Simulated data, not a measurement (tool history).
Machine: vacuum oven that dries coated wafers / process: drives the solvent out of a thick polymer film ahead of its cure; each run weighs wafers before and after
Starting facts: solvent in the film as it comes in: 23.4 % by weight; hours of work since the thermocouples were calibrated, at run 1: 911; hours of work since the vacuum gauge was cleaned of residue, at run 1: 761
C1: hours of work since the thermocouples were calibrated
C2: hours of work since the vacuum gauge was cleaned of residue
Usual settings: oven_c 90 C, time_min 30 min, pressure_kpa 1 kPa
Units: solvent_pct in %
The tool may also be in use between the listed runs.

run 1 hour=0 | oven_c=90 time_min=30 pressure_kpa=1 | C1=911 C2=761 | solvent_pct=4.65
run 2 hour=46.5 | oven_c=90 time_min=30 pressure_kpa=2.72 | C1=947 C2=797 | solvent_pct=5.28
run 3 hour=94.4 | oven_c=90 time_min=30 pressure_kpa=2.72 | C1=984 C2=834 | solvent_pct=5.38
run 4 hour=141.7 | oven_c=90 time_min=30 pressure_kpa=0.58 | C1=1020 C2=871 | solvent_pct=4.57
run 5 hour=166.3 | oven_c=90 time_min=30 pressure_kpa=1 | C1=1039 C2=889 | solvent_pct=4.6
run 6 hour=195.1 | oven_c=90 time_min=30 pressure_kpa=1 | C1=1061 C2=912 | solvent_pct=4.62
-- hour=204.8 oven's thermocouples calibrated
run 7 hour=230.1 | oven_c=90 time_min=30 pressure_kpa=1 | C1=20 C2=937 | solvent_pct=4.05
run 8 hour=250.6 | oven_c=90 time_min=20 pressure_kpa=1 | C1=35 C2=953 | solvent_pct=6.34
run 9 hour=276.6 | oven_c=90 time_min=20 pressure_kpa=1 | C1=55 C2=973 | solvent_pct=6.52
run 10 hour=297.6 | oven_c=90 time_min=20 pressure_kpa=1 | C1=71 C2=989 | solvent_pct=6.55
run 11 hour=338 | oven_c=104 time_min=30 pressure_kpa=1 | C1=103 C2=1020 | solvent_pct=0.86
run 12 hour=361.2 | oven_c=92 time_min=30 pressure_kpa=1 | C1=120 C2=1038 | solvent_pct=3.37
run 13 hour=411.5 | oven_c=92 time_min=30 pressure_kpa=3.8 | C1=159 C2=1077 | solvent_pct=4.53
run 14 hour=455.8 | oven_c=90 time_min=30 pressure_kpa=1 | C1=193 C2=1111 | solvent_pct=4.2
run 15 hour=500.6 | oven_c=103 time_min=30 pressure_kpa=1 | C1=228 C2=1145 | solvent_pct=1.03
run 16 hour=545.4 | oven_c=90 time_min=30 pressure_kpa=1 | C1=262 C2=1180 | solvent_pct=4.05
run 17 hour=596 | oven_c=90 time_min=30 pressure_kpa=1 | C1=301 C2=1219 | solvent_pct=4.24
-- hour=623.7 vacuum gauge cleaned of residue and calibrated
run 18 hour=634.2 | oven_c=90 time_min=30 pressure_kpa=1 | C1=329 C2=8 | solvent_pct=4.06
run 19 hour=673.6 | oven_c=90 time_min=30 pressure_kpa=1 | C1=360 C2=38 | solvent_pct=4.01
run 20 hour=719.6 | oven_c=90 time_min=30 pressure_kpa=1 | C1=395 C2=74 | solvent_pct=4.1
run 21 hour=761.5 | oven_c=90 time_min=30 pressure_kpa=1 | C1=427 C2=106 | solvent_pct=4.19
run 22 hour=805.2 | oven_c=90 time_min=30 pressure_kpa=1.7 | C1=461 C2=140 | solvent_pct=4.54
run 23 hour=835.1 | oven_c=90 time_min=30 pressure_kpa=1.95 | C1=484 C2=163 | solvent_pct=4.66
run 24 hour=863.2 | oven_c=100 time_min=28 pressure_kpa=0.72 | C1=506 C2=184 | solvent_pct=1.56
run 25 hour=889.3 | oven_c=99 time_min=30 pressure_kpa=1 | C1=526 C2=204 | solvent_pct=1.58
run 26 hour=914.2 | oven_c=97 time_min=30 pressure_kpa=3.69 | C1=545 C2=224 | solvent_pct=3.11
run 27 hour=964.7 | oven_c=95 time_min=30 pressure_kpa=2.77 | C1=584 C2=263 | solvent_pct=3.47
run 28 hour=1014.8 | oven_c=95 time_min=30 pressure_kpa=2.77 | C1=622 C2=301 | solvent_pct=3.36
run 29 hour=1045.7 | oven_c=99 time_min=19 pressure_kpa=3.52 | C1=646 C2=325 | solvent_pct=4.68
run 30 hour=1096.3 | oven_c=86 time_min=41 pressure_kpa=1 | C1=685 C2=364 | solvent_pct=3.81
run 31 hour=1134.6 | oven_c=90 time_min=19 pressure_kpa=1 | C1=715 C2=393 | solvent_pct=7.37
run 32 hour=1168.7 | oven_c=90 time_min=23 pressure_kpa=2 | C1=741 C2=420 | solvent_pct=6.39
run 33 hour=1217.8 | oven_c=78 time_min=21 pressure_kpa=1 | C1=779 C2=457 | solvent_pct=11.53
run 34 hour=1266.6 | oven_c=97 time_min=44 pressure_kpa=1 | C1=816 C2=495 | solvent_pct=1.03
run 35 hour=1308.1 | oven_c=88 time_min=28 pressure_kpa=0.88 | C1=848 C2=527 | solvent_pct=5.63
run 36 hour=1331.1 | oven_c=93 time_min=50 pressure_kpa=1 | C1=866 C2=545 | solvent_pct=1.34
run 37 hour=1375.2 | oven_c=90 time_min=25 pressure_kpa=1.19 | C1=900 C2=579 | solvent_pct=5.75
run 38 hour=1411.9 | oven_c=90 time_min=25 pressure_kpa=1.19 | C1=928 C2=607 | solvent_pct=5.71
run 39 hour=1438.3 | oven_c=90 time_min=53 pressure_kpa=1.19 | C1=948 C2=627 | solvent_pct=1.8
run 40 hour=1464.2 | oven_c=90 time_min=53 pressure_kpa=1.19 | C1=968 C2=647 | solvent_pct=1.96
run 41 hour=1494 | oven_c=90 time_min=53 pressure_kpa=1.19 | C1=991 C2=670 | solvent_pct=1.89
run 42 hour=1519.5 | oven_c=90 time_min=53 pressure_kpa=1.19 | C1=1011 C2=690 | solvent_pct=1.9
run 43 hour=1541.7 | oven_c=90 time_min=53 pressure_kpa=1.19 | C1=1028 C2=707 | solvent_pct=1.93
run 44 hour=1564.1 | oven_c=79 time_min=54 pressure_kpa=1 | C1=1045 C2=724 | solvent_pct=5.21
-- hour=1591.1 oven's thermocouples calibrated
run 45 hour=1610.8 | oven_c=79 time_min=54 pressure_kpa=1 | C1=15 C2=758 | solvent_pct=4.48
run 46 hour=1650.9 | oven_c=81 time_min=17 pressure_kpa=1 | C1=46 C2=789 | solvent_pct=10.98

A few steps of solvent_pct between consecutive runs. Split each: what settings, incoming material and random variation would produce without the hidden state, and what is left over for the hidden state, along with gauge scatter present in only one of the two compared results (measured, and without hidden state):
The tool's hidden condition here consists of: true wafer temperature over the reading, C; true pressure over the reading, kPa; drift of the gauge itself on solvent_pct, %.
Run 6 -> 7: oven's thermocouples calibrated. solvent_pct -0.57 %: hidden state -0.79, all else +0.22.
Run 10 -> 11: oven_c 90 -> 104, time_min 20 -> 30. solvent_pct -5.69 %: hidden state -0.09, all else -5.6.
Run 33 -> 34: oven_c 78 -> 97, time_min 21 -> 44. solvent_pct -10.5 %: hidden state -0.42, all else -10.08.
Run 34 -> 35: oven_c 97 -> 88, time_min 44 -> 28, pressure_kpa 1 -> 0.88. solvent_pct +4.6 %: hidden state +0.5, all else +4.1.
Run 44 -> 45: oven's thermocouples calibrated. solvent_pct -0.73 %: hidden state -0.81, all else +0.08.
Run 45 -> 46: oven_c 79 -> 81, time_min 54 -> 17. solvent_pct +6.5 %: hidden state -0.01, all else +6.51.
